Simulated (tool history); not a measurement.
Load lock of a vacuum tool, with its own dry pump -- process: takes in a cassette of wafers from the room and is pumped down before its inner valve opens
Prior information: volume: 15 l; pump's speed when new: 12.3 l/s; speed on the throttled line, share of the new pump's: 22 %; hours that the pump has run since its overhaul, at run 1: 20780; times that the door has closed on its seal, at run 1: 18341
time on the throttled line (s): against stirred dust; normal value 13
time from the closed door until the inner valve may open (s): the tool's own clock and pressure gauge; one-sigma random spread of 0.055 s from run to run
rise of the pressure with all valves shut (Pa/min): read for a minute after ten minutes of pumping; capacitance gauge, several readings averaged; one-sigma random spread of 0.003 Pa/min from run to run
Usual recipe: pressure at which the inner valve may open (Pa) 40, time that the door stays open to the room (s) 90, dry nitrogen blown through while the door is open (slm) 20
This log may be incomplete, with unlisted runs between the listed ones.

| run | hour | time on the throttled line (s) | pressure at which the inner valve may open (Pa) | time that the door stays open to the room (s) | dry nitrogen blown through while the door is open (slm) | hours that the pump has run since its overhaul | times that the door has closed on its seal | incoming humidity of the room's air, % | time from the closed door until the inner valve may open (s) | rise of the pressure with all valves shut (Pa/min) |
|---|---|---|---|---|---|---|---|---|---|---|
| 1 | 0.0 | 13 | 40 | 90 | 20 | 20780 | 18341 | 44.6 | 20.82 | 0.202 |
| 2 | 207.8 | 13 | 40 | 90 | 20 | 20988 | 18784 | 49.1 | 20.82 | 0.210 |
|  | 374.4 | dry pump taken out, an overhauled one fitted |
| 3 | 406.0 | 13 | 40 | 90 | 20 | 32 | 19193 | 46.1 | 19.64 | 0.217 |
| 4 | 608.7 | 13 | 40 | 90 | 20 | 234 | 19625 | 47.4 | 19.52 | 0.223 |
| 5 | 826.3 | 13 | 40 | 90 | 20 | 452 | 20089 | 47.2 | 19.66 | 0.226 |
| 6 | 1074.9 | 13 | 40 | 77 | 20 | 700 | 20619 | 45.5 | 19.65 | 0.223 |
| 7 | 1316.3 | 13 | 40 | 77 | 20 | 942 | 21133 | 46.2 | 19.70 | 0.233 |
| 8 | 1439.0 | 13 | 40 | 77 | 20 | 1065 | 21394 | 43.5 | 19.74 | 0.238 |
| 9 | 1589.7 | 13 | 40 | 77 | 20 | 1215 | 21715 | 39.4 | 19.74 | 0.237 |
| 10 | 1823.3 | 13 | 40 | 90 | 20 | 1449 | 22213 | 43.2 | 19.77 | 0.242 |
| 11 | 1925.4 | 13 | 40 | 90 | 20 | 1551 | 22431 | 44.1 | 19.85 | 0.252 |
| 12 | 2038.4 | 13 | 40 | 90 | 20 | 1664 | 22672 | 45.1 | 19.72 | 0.256 |
| 13 | 2185.8 | 16 | 40 | 26 | 10 | 1811 | 22986 | 45.0 | 22.11 | 0.249 |
| 14 | 2287.8 | 14 | 40 | 90 | 22 | 1913 | 23203 | 45.3 | 20.54 | 0.268 |
| 15 | 2516.6 | 17 | 63 | 90 | 20 | 2142 | 23691 | 47.5 | 22.23 | 0.280 |
| 16 | 2751.1 | 7 | 37 | 98 | 11 | 2377 | 24190 | 47.5 | 15.32 | 0.301 |
| 17 | 2961.1 | 7 | 37 | 98 | 11 | 2587 | 24638 | 45.9 | 15.19 | 0.303 |
| 18 | 3146.0 | 13 | 58 | 90 | 20 | 2772 | 25032 | 46.6 | 19.34 | 0.291 |
| 19 | 3326.7 | 13 | 40 | 51 | 9 | 2952 | 25417 | 47.4 | 19.89 | 0.306 |
| 20 | 3486.4 | 13 | 40 | 51 | 9 | 3112 | 25757 | 47.5 | 19.80 | 0.304 |
| 21 | 3702.0 | 13 | 40 | 51 | 9 | 3328 | 26217 | 45.3 | 19.78 | 0.316 |
| 22 | 3814.3 | 13 | 40 | 79 | 20 | 3440 | 26456 | 42.2 | 19.73 | 0.309 |

Consider 5 possible next runs. They are alternatives, not a sequence: every one starts from the tool as it was left by run 22. What does each give?
| A | 3954.6 | 13 | 40 | 138 | 20 | 3580 | 26755 | 47.7 | ? | ? |
| B | 3954.6 | 15 | 64 | 33 | 20 | 3580 | 26755 | 44.4 | ? | ? |
| C | 3954.6 | 12 | 40 | 79 | 20 | 3580 | 26755 | 41.8 | ? | ? |
| D | 3954.6 | 13 | 40 | 79 | 20 | 3580 | 26755 | 44.9 | ? | ? |
| E | 3954.6 | 9 | 71 | 90 | 20 | 3580 | 26755 | 44.4 | ? | ? |

| run | time from the closed door until the inner valve may open (s) | rise of the pressure with all valves shut (Pa/min) |
|---|---|---|
| A | 19.81 | 0.328 |
| B | 20.84 | 0.300 |
| C | 18.97 | 0.308 |
| D | 19.89 | 0.312 |
| E | 15.99 | 0.319 |
What these runs would have given with no unlogged condition in the tool:
| run | time from the closed door until the inner valve may open (s) | rise of the pressure with all valves shut (Pa/min) |
|---|---|---|
| A | 19.68 | 0.064 |
| B | 20.73 | 0.031 |
| C | 18.83 | 0.044 |
| D | 19.75 | 0.049 |
| E | 15.85 | 0.050 |
